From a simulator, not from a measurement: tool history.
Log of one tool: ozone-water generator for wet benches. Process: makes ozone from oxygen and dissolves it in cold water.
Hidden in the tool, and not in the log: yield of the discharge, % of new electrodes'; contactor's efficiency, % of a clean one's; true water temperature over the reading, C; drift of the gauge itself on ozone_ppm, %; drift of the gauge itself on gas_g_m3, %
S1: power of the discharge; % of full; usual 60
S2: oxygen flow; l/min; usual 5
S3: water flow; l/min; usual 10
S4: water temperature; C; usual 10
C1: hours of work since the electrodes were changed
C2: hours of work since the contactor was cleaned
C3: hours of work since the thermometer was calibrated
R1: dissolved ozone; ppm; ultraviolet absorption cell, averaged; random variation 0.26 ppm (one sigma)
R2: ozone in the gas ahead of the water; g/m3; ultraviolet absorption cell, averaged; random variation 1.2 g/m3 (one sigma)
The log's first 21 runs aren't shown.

run,day,S1,S2,S3,S4,C1,C2,C3,R1,R2
22,133.846,61,7.11,10,6,4758,246,1900,43.2,189.9
23,139.179,60,3.83,10,17,4868,355,2010,35.8,249
24,144.812,49,7.3,10,9,4984,471,2126,34.9,161.8
25,154.167,60,5,9,12,5176,664,2319,41.1,221.7
26,160.708,60,5,9,12,5311,799,2454,41,223
# day 161.567: electrodes of the discharge changed
27,166.871,60,5,9,12,109,921,2575,41.4,222
28,175.1,80,5,7,13,279,1090,2745,56.9,275
29,179.638,80,5,7,13,372,1184,2838,56.5,275
30,185.054,80,5,7,13,484,1295,2950,55.9,274.3
31,190.208,60,5,10,10,590,1401,3056,39.9,225
32,196.717,74,8.71,9,14,724,1535,3190,43.2,200.6

4 ways to go on from here, each from the tool as it stands after run 32. What would each give?
A,202.354,60,5,10,6,840,1652,3306,?,?
B,202.354,49,5,14,10,840,1652,3306,?,?
C,202.354,67,2.72,10,10,840,1652,3306,?,?
D,202.354,60,4.8,7,15,840,1652,3306,?,?

run,R1,R2
A,43.3,221.5
B,28.1,190.6
C,42.3,320.6
D,44.2,226
Without the tool's hidden state the same runs would have given:
run,R1,R2
A,43.3,221.6
B,28.1,190.7
C,42.3,320.7
D,44.2,226.1
